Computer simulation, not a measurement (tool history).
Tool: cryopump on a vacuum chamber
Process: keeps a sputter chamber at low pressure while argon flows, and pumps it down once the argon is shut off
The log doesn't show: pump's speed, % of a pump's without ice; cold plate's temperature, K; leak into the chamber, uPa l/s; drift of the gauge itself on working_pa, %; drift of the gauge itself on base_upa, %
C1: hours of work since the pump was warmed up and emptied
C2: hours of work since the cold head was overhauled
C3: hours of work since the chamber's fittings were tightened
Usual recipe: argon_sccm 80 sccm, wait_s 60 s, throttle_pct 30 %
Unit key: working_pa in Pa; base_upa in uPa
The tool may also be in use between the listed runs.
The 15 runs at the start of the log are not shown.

run 16 day=13.912 | argon_sccm=80 wait_s=60 throttle_pct=38 | C1=268 C2=268 C3=881 | working_pa=0.2188 base_upa=2.3
run 17 day=14.692 | argon_sccm=80 wait_s=60 throttle_pct=33 | C1=276 C2=276 C3=889 | working_pa=0.2522 base_upa=2.26
run 18 day=15.721 | argon_sccm=80 wait_s=60 throttle_pct=33 | C1=287 C2=287 C3=900 | working_pa=0.2496 base_upa=2.37
run 19 day=16.738 | argon_sccm=72 wait_s=134 throttle_pct=38 | C1=298 C2=298 C3=911 | working_pa=0.1957 base_upa=1.68
run 20 day=17.433 | argon_sccm=42 wait_s=276 throttle_pct=38 | C1=306 C2=306 C3=919 | working_pa=0.1149 base_upa=1.42
run 21 day=18.212 | argon_sccm=34 wait_s=60 throttle_pct=17 | C1=314 C2=314 C3=928 | working_pa=0.2034 base_upa=2.33
run 22 day=19.083 | argon_sccm=34 wait_s=60 throttle_pct=17 | C1=324 C2=324 C3=937 | working_pa=0.2048 base_upa=2.37
run 23 day=19.854 | argon_sccm=34 wait_s=60 throttle_pct=40 | C1=332 C2=332 C3=945 | working_pa=0.0886 base_upa=2.42
run 24 day=20.892 | argon_sccm=80 wait_s=248 throttle_pct=50 | C1=344 C2=344 C3=957 | working_pa=0.1702 base_upa=1.57
run 25 day=21.429 | argon_sccm=80 wait_s=248 throttle_pct=50 | C1=349 C2=349 C3=963 | working_pa=0.1688 base_upa=1.57
run 26 day=22.425 | argon_sccm=105 wait_s=60 throttle_pct=30 | C1=360 C2=360 C3=973 | working_pa=0.366 base_upa=2.45
run 27 day=23.221 | argon_sccm=76 wait_s=60 throttle_pct=30 | C1=369 C2=369 C3=982 | working_pa=0.2627 base_upa=2.47
run 28 day=23.796 | argon_sccm=76 wait_s=60 throttle_pct=30 | C1=375 C2=375 C3=988 | working_pa=0.2629 base_upa=2.5
run 29 day=24.288 | argon_sccm=76 wait_s=60 throttle_pct=30 | C1=381 C2=381 C3=994 | working_pa=0.2632 base_upa=2.44
run 30 day=25.338 | argon_sccm=57 wait_s=60 throttle_pct=18 | C1=392 C2=392 C3=1005 | working_pa=0.3264 base_upa=2.36
run 31 day=26.121 | argon_sccm=121 wait_s=23 throttle_pct=18 | C1=401 C2=401 C3=1014 | working_pa=0.6907 base_upa=4.31
run 32 day=26.908 | argon_sccm=121 wait_s=23 throttle_pct=18 | C1=409 C2=409 C3=1022 | working_pa=0.69 base_upa=4.4
run 33 day=27.396 | argon_sccm=44 wait_s=23 throttle_pct=16 | C1=414 C2=414 C3=1028 | working_pa=0.2785 base_upa=4.37

5 options for the next run, each taken on its own from the tool as it stands now. Forecast them:
run A day=28.35 | argon_sccm=44 wait_s=29 throttle_pct=16 | C1=425 C2=425 C3=1038 | working_pa=? base_upa=?
run B day=28.35 | argon_sccm=80 wait_s=162 throttle_pct=54 | C1=425 C2=425 C3=1038 | working_pa=? base_upa=?
run C day=28.35 | argon_sccm=80 wait_s=35 throttle_pct=30 | C1=425 C2=425 C3=1038 | working_pa=? base_upa=?
run D day=28.35 | argon_sccm=33 wait_s=137 throttle_pct=22 | C1=425 C2=425 C3=1038 | working_pa=? base_upa=?
run E day=28.35 | argon_sccm=80 wait_s=60 throttle_pct=29 | C1=425 C2=425 C3=1038 | working_pa=? base_upa=?

run=A working_pa=0.2845 base_upa=3.69
run=B working_pa=0.1595 base_upa=1.83
run=C working_pa=0.2772 base_upa=3.38
run=D working_pa=0.155 base_upa=1.83
run=E working_pa=0.2875 base_upa=2.52
The same runs, with their run-to-run variation unchanged, on a tool lacking any hidden condition would have given:
run=A working_pa=0.2794 base_upa=2.52
run=B working_pa=0.1502 base_upa=0.61
run=C working_pa=0.268 base_upa=2.19
run=D working_pa=0.1512 base_upa=0.66
run=E working_pa=0.2782 base_upa=1.34
